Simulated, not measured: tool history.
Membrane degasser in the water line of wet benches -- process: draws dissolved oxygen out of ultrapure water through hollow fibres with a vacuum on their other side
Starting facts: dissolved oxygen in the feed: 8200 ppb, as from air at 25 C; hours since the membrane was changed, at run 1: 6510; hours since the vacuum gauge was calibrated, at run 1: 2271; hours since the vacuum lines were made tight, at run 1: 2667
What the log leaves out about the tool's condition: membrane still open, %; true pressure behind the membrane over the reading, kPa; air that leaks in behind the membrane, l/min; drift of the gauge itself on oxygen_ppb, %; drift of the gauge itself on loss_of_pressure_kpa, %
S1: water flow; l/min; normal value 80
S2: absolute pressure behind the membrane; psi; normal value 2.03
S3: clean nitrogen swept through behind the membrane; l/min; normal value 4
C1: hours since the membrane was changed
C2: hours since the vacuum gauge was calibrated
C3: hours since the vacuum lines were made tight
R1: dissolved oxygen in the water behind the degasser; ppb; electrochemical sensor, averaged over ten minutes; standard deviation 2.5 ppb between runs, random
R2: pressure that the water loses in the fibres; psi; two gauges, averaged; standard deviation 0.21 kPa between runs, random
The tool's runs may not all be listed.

run,day,S1,S2,S3,C1,C2,C3,R1,R2
1,0,80,2.03,4,6510,2271,2667,477.4,7.713
2,5.879,80,2.03,4,6651,2412,2808,480.6,7.681
3,11.475,80,2.03,4,6786,2546,2943,478.1,7.749
4,19.375,98,2.03,4,6975,2736,3132,579.6,9.384
5,23.567,98,2.03,4,7076,2836,3233,581.6,9.522
6,28.204,98,2.03,4,7187,2948,3344,583.6,9.506
7,36.867,80,1.75,4,7395,3156,3552,406.5,7.786
# day 37.571: vacuum gauge calibrated
8,45.3,80,1.93,3.8,7597,186,3754,472.7,7.77
9,51.546,59,3.32,8.23,7747,335,3904,335.2,5.704
10,61.138,80,1.29,4.66,7977,566,4134,245.2,7.82

Expected results for the next run?
# day 61.854: vacuum gauge calibrated, once more
11,65.629,64,1.29,2.05,8084,91,4241,?,?

R1: 366 ppb
R2: 6.257 psi
Without the tool's hidden state the same run would have given R1 361.9 ppb, R2 5.954 psi.
